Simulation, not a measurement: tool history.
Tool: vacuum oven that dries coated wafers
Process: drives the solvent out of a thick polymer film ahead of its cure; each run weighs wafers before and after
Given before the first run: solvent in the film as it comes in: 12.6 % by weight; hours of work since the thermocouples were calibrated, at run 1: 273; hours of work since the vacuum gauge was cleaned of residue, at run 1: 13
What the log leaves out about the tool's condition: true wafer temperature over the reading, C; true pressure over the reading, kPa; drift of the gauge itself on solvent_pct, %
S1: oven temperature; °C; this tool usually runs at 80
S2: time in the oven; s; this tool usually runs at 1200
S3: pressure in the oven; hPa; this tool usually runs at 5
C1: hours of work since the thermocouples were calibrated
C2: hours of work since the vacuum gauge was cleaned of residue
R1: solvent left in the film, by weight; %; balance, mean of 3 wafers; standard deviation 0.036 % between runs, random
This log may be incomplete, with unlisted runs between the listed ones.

run    hour  S1    S2     S3   C1   C2    R1
  1       0  80  1200      5  273   13  1.04
  2      73  80  1200      5  308   47  1.02
  3   135.2  80  1680      5  338   77  0.54
  4   221.8  80   780      5  379  118  2.18
  5   316.9  80   780      5  424  163  2.17
  6   411.4  80   780      5  469  208  2.19
  7   488.9  80   780      5  505  245  2.24
  8     546  80  1200      5  532  272  1.09
  9   597.4  80  1200      5  557  296  1.06
 10     651  80  1200      5  582  321  1.05
 11   728.6  80  1200      5  619  358  1.09
        738  -- vacuum gauge cleaned of residue and calibrated
 12   806.6  77  1200      5  655   33  1.52
 13   894.4  77  1200      5  697   74  1.51
 14   940.5  77  1200      5  719   96  1.51
 15  1029.8  77  1200      5  761  138   1.6
     1070.8  -- oven's thermocouples calibrated
 16  1104.3  77  1200      5   16  173  1.39
     1137.1  -- vacuum gauge cleaned of residue and calibrated, once more
 17  1163.4  80  1200      5   43   12     1
 18  1260.7  80  1200      5   89   59  0.98
 19  1339.7  80  1200      5  127   96     1
 20    1381  80  1200      5  146  116  0.98
 21  1452.3  80  1200      5  180  149  1.02
 22  1493.6  91  1920  14.14  200  169  0.47
 23  1570.5  74  1920  18.98  236  206   1.5
 24  1649.6  74  1920  15.85  274  243  1.38
 25    1727  74  1920  15.85  311  280  1.39
 26  1807.5  74  1920  15.85  349  318  1.47
 27  1850.5  95  1200   14.6  369  338   0.5
 28  1910.5  87  1680  10.86  398  367  0.55
 29  2004.7  80  1020  10.13  442  412  1.61
 30  2074.9  80  1020  10.13  476  445  1.69
 31  2161.7  80  1020   3.05  517  486  1.39
 32  2203.1  80  1380  12.87  536  506  1.13
 33  2287.6  80  1500   7.52  576  546  0.83
 34  2384.8  80  1500   7.52  623  592  0.88
 35  2426.2  78  1320      5  642  611  1.17
 36  2476.9  78  1320  13.22  666  636  1.57
 37    2521  88  1620      5  687  656  0.31
 38  2618.9  73   840  15.88  734  703  3.75
 39  2688.4  73   840  15.88  767  736  3.78
     2716.1  -- oven's thermocouples calibrated
 40  2775.8  73   840  15.88   28  776  3.73
 41  2831.8  73   660  15.88   55  803  4.62

Here are 4 independent what-if runs from the current tool condition. What would each one return?
  A  2902.9  81   960   4.98  89  837   ?
  B  2902.9  68  1200    4.3  89  837   ?
  C  2902.9  73  1920  15.88  89  837   ?
  D  2902.9  68  1620  18.19  89  837   ?

run    R1
  A  1.55
  B  3.01
  C  1.72
  D  2.99
Without the tool's unlogged condition, the same runs would have read:
run    R1
  A  1.37
  B  2.75
  C  1.48
  D   2.7
